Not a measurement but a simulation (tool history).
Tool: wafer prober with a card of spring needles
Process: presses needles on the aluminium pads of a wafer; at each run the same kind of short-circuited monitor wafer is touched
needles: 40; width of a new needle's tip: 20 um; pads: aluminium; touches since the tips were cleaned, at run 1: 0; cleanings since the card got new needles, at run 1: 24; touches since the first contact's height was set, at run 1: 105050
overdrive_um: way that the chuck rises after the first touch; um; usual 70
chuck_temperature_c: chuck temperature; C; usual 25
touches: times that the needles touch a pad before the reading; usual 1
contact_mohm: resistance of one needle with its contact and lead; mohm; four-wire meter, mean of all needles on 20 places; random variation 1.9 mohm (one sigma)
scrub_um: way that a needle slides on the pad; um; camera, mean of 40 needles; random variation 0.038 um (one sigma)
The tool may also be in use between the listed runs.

run,hour,overdrive_um,chuck_temperature_c,touches,touches since the tips were cleaned,cleanings since the card got new needles,touches since the first contact's height was set,contact_mohm,scrub_um
1,0,70,25,1,0,24,105050,205,17.69
# hour 18.9: height of the first contact set anew
# hour 34.2: tips cleaned on abrasive film
2,47.2,70,25,3,3019,25,6542,217,17.99
# hour 70: tips cleaned on abrasive film
3,95.1,70,25,2,5840,26,17636,233,17.95
# hour 106.9: tips cleaned on abrasive film
4,128.8,70,25,2,5098,27,25430,231,17.95
# hour 141: tips cleaned on abrasive film
# hour 176.8: tips cleaned on abrasive film
5,179.6,70,25,2,665,29,37164,212,17.81
# hour 215.1: tips cleaned on abrasive film
6,227.5,70,46,1,2885,30,48249,237,17.75
# hour 248.5: tips cleaned on abrasive film
# hour 286: tips cleaned on abrasive film
7,295.1,70,25,3,2098,32,63876,214,17.75
# hour 322.4: tips cleaned on abrasive film
8,323.4,70,25,3,222,33,70420,207,17.7
# hour 358.8: tips cleaned on abrasive film
9,385.7,51,25,1,6247,34,84854,291,12.78
# hour 393.9: tips cleaned on abrasive film
10,423.8,63,54,1,6943,35,93660,272,15.88
# hour 430.4: tips cleaned on abrasive film
# hour 467.7: tips cleaned on abrasive film
11,467.7,80,72,1,2,37,103805,215,20.14
# hour 491: height of the first contact set anew
# hour 504.9: tips cleaned on abrasive film
12,516.9,56,76,1,2774,38,5982,261,14.35
# hour 538.3: tips cleaned on abrasive film
13,561.9,56,76,3,5467,39,16397,238,14.34
# hour 575.8: tips cleaned on abrasive film
# hour 611.6: tips cleaned on abrasive film
14,611.6,89,38,1,0,41,27891,208,22.69
# hour 650.4: tips cleaned on abrasive film
15,680.9,51,25,1,7076,42,43944,303,12.91
# hour 686.7: tips cleaned on abrasive film
# hour 721: tips cleaned on abrasive film
16,724.1,51,102,3,710,44,53898,236,12.78
# hour 756.5: tips cleaned on abrasive film
17,783.2,51,102,3,6203,45,67600,257,12.91
# hour 790.4: tips cleaned on abrasive film
# hour 824.8: tips cleaned on abrasive film
18,833.6,65,96,2,2040,47,79229,240,16.33

3 ways to go on from here, each from the tool as it stands after run 18. What would each give?
# hour 858.6: tips cleaned on abrasive film
A,887.8,85,26,2,6785,48,91795,?,?
# hour 858.6: tips cleaned on abrasive film
B,887.8,70,25,1,6785,48,91795,?,?
# hour 858.6: tips cleaned on abrasive film
C,887.8,82,25,1,6785,48,91795,?,?

run,contact_mohm,scrub_um
A,226,21.45
B,258,17.68
C,242,20.62
Without the tool's hidden state the same runs would have given:
run,contact_mohm,scrub_um
A,203,21.8
B,205,18.04
C,201,20.97

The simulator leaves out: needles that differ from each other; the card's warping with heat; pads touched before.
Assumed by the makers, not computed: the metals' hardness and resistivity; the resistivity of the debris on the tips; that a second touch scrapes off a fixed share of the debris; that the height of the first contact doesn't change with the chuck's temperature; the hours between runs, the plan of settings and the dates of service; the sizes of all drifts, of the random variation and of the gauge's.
